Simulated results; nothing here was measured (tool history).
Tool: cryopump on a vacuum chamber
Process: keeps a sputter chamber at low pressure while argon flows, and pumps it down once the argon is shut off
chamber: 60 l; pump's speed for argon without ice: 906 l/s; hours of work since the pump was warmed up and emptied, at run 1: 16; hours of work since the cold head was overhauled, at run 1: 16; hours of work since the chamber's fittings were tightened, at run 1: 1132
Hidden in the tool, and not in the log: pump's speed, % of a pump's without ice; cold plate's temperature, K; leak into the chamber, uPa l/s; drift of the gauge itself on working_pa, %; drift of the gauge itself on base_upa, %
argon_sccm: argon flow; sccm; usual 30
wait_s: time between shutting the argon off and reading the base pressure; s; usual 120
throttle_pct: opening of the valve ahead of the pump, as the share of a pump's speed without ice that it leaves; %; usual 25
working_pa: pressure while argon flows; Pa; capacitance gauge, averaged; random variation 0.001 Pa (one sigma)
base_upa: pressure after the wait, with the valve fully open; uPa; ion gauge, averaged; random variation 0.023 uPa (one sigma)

| run | hour | argon_sccm | wait_s | throttle_pct | hours of work since the pump was warmed up and emptied | hours of work since the cold head was overhauled | hours of work since the chamber's fittings were tightened | working_pa | base_upa |
|---|---|---|---|---|---|---|---|---|---|
| 1 | 0 | 30 | 120 | 25 | 16 | 16 | 1132 | 0.2256 | 3.9 |
| 2 | 17.8 | 30 | 120 | 25 | 24 | 24 | 1140 | 0.2232 | 4.04 |
| 3 | 30.6 | 30 | 28 | 25 | 29 | 29 | 1146 | 0.2249 | 5.25 |
| 4 | 47.9 | 30 | 120 | 25 | 37 | 37 | 1153 | 0.225 | 4.01 |
| 5 | 69 | 30 | 120 | 25 | 47 | 47 | 1163 | 0.2263 | 4.12 |
| 6 | 86.9 | 17 | 120 | 25 | 55 | 55 | 1171 | 0.1261 | 4.11 |
| 7 | 102.5 | 30 | 98 | 25 | 62 | 62 | 1178 | 0.2238 | 4.22 |
| 8 | 112.1 | 30 | 120 | 25 | 67 | 67 | 1183 | 0.2264 | 4.15 |
| 9 | 126.6 | 30 | 120 | 25 | 73 | 73 | 1189 | 0.2237 | 4.2 |
| 10 | 147.2 | 30 | 94 | 25 | 83 | 83 | 1199 | 0.2262 | 4.36 |
| 11 | 156.2 | 30 | 120 | 25 | 87 | 87 | 1203 | 0.2248 | 4.22 |
| 12 | 171.2 | 30 | 120 | 25 | 94 | 94 | 1210 | 0.2265 | 4.39 |
| 13 | 192.3 | 20 | 120 | 25 | 103 | 103 | 1219 | 0.1487 | 4.23 |
| 14 | 213.4 | 30 | 120 | 25 | 113 | 113 | 1229 | 0.2238 | 4.3 |
| 15 | 226.9 | 30 | 120 | 25 | 119 | 119 | 1235 | 0.2264 | 4.34 |
| 16 | 237.6 | 30 | 120 | 25 | 124 | 124 | 1240 | 0.2273 | 4.36 |
| 17 | 257.6 | 30 | 120 | 25 | 133 | 133 | 1249 | 0.2273 | 4.39 |
| 18 | 276 | 35 | 73 | 33 | 142 | 142 | 1258 | 0.1987 | 4.68 |
| 19 | 286.2 | 35 | 134 | 36 | 146 | 146 | 1262 | 0.1849 | 4.3 |
| 20 | 304.1 | 35 | 134 | 36 | 154 | 154 | 1270 | 0.1842 | 4.45 |
| 21 | 316 | 35 | 77 | 36 | 160 | 160 | 1276 | 0.1847 | 4.74 |
| 22 | 334.6 | 35 | 77 | 36 | 168 | 168 | 1284 | 0.1847 | 4.87 |
| 23 | 344.4 | 39 | 155 | 44 | 173 | 173 | 1289 | 0.1691 | 4.44 |
| 24 | 358.5 | 30 | 76 | 58 | 179 | 179 | 1295 | 0.1003 | 5.01 |
| 25 | 374.4 | 30 | 76 | 58 | 186 | 186 | 1302 | 0.0994 | 4.83 |
| 26 | 390.5 | 57 | 273 | 19 | 194 | 194 | 1310 | 0.5695 | 4.48 |
| 27 | 408.8 | 57 | 273 | 19 | 202 | 202 | 1318 | 0.569 | 4.57 |
| 28 | 427.2 | 15 | 120 | 60 | 210 | 210 | 1327 | 0.0486 | 4.79 |
| 29 | 444.8 | 30 | 120 | 29 | 219 | 219 | 1335 | 0.1958 | 4.78 |
| 30 | 454.8 | 17 | 120 | 25 | 223 | 223 | 1339 | 0.129 | 4.89 |
| 31 | 469.4 | 12 | 23 | 35 | 230 | 230 | 1346 | 0.0661 | 6.6 |
| 32 | 483.2 | 12 | 23 | 35 | 236 | 236 | 1352 | 0.0649 | 6.51 |
| 33 | 498.6 | 27 | 107 | 25 | 243 | 243 | 1359 | 0.2058 | 4.96 |

The same runs without the tool's hidden state, with the same run-to-run variation:
| run | working_pa | base_upa |
|---|---|---|
| 1 | 0.2251 | 0.72 |
| 2 | 0.2225 | 0.76 |
| 3 | 0.2241 | 2.03 |
| 4 | 0.2241 | 0.73 |
| 5 | 0.2253 | 0.77 |
| 6 | 0.1254 | 0.74 |
| 7 | 0.2225 | 0.79 |
| 8 | 0.225 | 0.71 |
| 9 | 0.2223 | 0.72 |
| 10 | 0.2246 | 0.84 |
| 11 | 0.2231 | 0.74 |
| 12 | 0.2247 | 0.77 |
| 13 | 0.1475 | 0.73 |
| 14 | 0.2217 | 0.72 |
| 15 | 0.2242 | 0.73 |
| 16 | 0.225 | 0.72 |
| 17 | 0.2248 | 0.74 |
| 18 | 0.1957 | 0.98 |
| 19 | 0.1819 | 0.67 |
| 20 | 0.181 | 0.67 |
| 21 | 0.1814 | 0.95 |
| 22 | 0.1812 | 0.97 |
| 23 | 0.1651 | 0.61 |
| 24 | 0.0971 | 1.02 |
| 25 | 0.0961 | 0.96 |
| 26 | 0.5629 | 0.54 |
| 27 | 0.5622 | 0.5 |
| 28 | 0.0467 | 0.75 |
| 29 | 0.192 | 0.71 |
| 30 | 0.1268 | 0.73 |
| 31 | 0.0645 | 2.46 |
| 32 | 0.0633 | 2.42 |
| 33 | 0.202 | 0.76 |

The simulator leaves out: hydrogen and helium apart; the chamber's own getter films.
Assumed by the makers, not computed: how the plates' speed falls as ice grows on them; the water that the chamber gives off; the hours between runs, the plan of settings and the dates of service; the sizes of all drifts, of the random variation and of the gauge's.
